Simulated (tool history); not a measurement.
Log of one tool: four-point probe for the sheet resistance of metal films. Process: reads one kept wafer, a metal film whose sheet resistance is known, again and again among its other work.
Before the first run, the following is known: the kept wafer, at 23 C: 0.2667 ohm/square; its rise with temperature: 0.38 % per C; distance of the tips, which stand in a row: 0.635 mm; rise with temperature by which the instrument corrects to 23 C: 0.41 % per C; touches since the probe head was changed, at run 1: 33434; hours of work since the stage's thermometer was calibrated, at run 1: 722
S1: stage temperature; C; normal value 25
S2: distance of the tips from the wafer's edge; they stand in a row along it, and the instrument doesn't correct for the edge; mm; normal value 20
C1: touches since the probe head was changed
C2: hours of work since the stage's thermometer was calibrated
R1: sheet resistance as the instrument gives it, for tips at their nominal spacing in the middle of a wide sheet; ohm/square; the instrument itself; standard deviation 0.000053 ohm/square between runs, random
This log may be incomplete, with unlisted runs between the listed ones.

run    hour  S1  S2      C1    C2        R1
  1     0.0  25  20   33434   722  0.266724
  2    49.5  25  29   36083   756  0.266526
  3   126.2  25  29   40190   809  0.266447
  4   189.8  25  29   43597   853  0.266587
  5   302.0  25  29   49603   930  0.266653
  6   361.0  25  29   52765   970  0.266627
  7   459.4  25  29   58031  1038  0.266687
  8   563.6  25  29   63614  1110  0.266562
  9   639.3  25  29   67666  1162  0.266666
 10   693.8  25  20   70584  1199  0.266670
 11   793.4  25  20   75915  1268  0.266730
 12   889.5  24  11   81065  1334  0.267136
      899.4  -- stage's thermometer calibrated
 13   971.1  20  10   85409    49  0.267450
 14  1080.9  20  10   91287   125  0.267618
 15  1130.0  20  10   93913   159  0.267477
 16  1201.0  31   5   97719   207  0.268312
 17  1263.9  20   6  101084   251  0.268515

What will run 18 give?
 18  1320.6  20   6  104122  290   ?

{"run 18": {"R1": 0.26858}}
If the tool had no hidden condition, the same run with the same run-to-run variation would have returned R1 0.268612 ohm/square.
